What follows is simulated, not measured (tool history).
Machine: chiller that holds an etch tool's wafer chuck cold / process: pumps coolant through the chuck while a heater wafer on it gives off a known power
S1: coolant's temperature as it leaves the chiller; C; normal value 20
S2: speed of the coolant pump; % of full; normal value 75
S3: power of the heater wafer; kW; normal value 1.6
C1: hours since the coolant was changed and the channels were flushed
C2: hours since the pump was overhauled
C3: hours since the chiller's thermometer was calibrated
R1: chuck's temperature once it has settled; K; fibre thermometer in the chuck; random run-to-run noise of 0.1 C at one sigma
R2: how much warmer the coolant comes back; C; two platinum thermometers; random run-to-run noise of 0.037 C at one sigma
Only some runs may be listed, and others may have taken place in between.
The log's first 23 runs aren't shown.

Run 24, hour 847.5: usual settings but S2 86 % of full, S3 1.485 kW; C1 6984; C2 316; C3 920. Result: R1 315.35 K, R2 5.95 C.
Run 25, hour 887.3: usual settings but S2 99 % of full; C1 7024; C2 356; C3 960. Result: R1 314.15 K, R2 5.53 C.
Run 26, hour 922.4: usual settings but S1 29 C, S2 80 % of full, S3 1.233 kW; C1 7059; C2 391; C3 995. Result: R1 321.95 K, R2 5.26 C.
Run 27, hour 954.5: usual settings but S1 29 C, S2 97 % of full, S3 1.233 kW; C1 7091; C2 423; C3 1028. Result: R1 318.65 K, R2 4.29 C.
Run 28, hour 985.3: usual settings but S1 29 C, S2 97 % of full, S3 1.233 kW; C1 7122; C2 454; C3 1058. Result: R1 318.85 K, R2 4.34 C.
Run 29, hour 1025.4: usual settings but S1 12 C, S2 88 % of full, S3 1.233 kW; C1 7162; C2 494; C3 1098. Result: R1 303.05 K, R2 4.8 C.
Run 30, hour 1075.6: usual settings but S2 60 % of full, S3 1.669 kW; C1 7212; C2 544; C3 1149. Result: R1 327.95 K, R2 9.57 C.
Run 31, hour 1121.2: usual settings but S1 27 C; C1 7257; C2 589; C3 1194. Result: R1 327.45 K, R2 7.33 C.
Run 32, hour 1158.6: usual settings but S1 14 C, S2 98 % of full; C1 7295; C2 627; C3 1232. Result: R1 308.75 K, R2 5.54 C.
Run 33, hour 1202.2: usual settings but S1 26 C; C1 7339; C2 670; C3 1275. Result: R1 326.75 K, R2 7.34 C.

3 ways to go on from here, each from the tool as it stands after run 33. What would each give?
Run A, hour 1227: usual settings but S1 26 C, S3 1.065 kW; C1 7363; C2 695; C3 1300. Result: R1 ?, R2 ?.
Run B, hour 1227: usual settings but S1 15 C, S2 94 % of full, S3 1.624 kW; C1 7363; C2 695; C3 1300. Result: R1 ?, R2 ?.
Run C, hour 1227: usual settings but S1 18 C, S2 87 % of full, S3 1.95 kW; C1 7363; C2 695; C3 1300. Result: R1 ?, R2 ?.

run      R1    R2
  A  317.65  4.86
  B  310.85   5.9
  C  320.35  7.68
Take away the tool's hidden state, keep each run's random variation, and the runs would have read:
run      R1    R2
  A  313.75  4.82
  B  306.15  5.85
  C  314.25  7.62
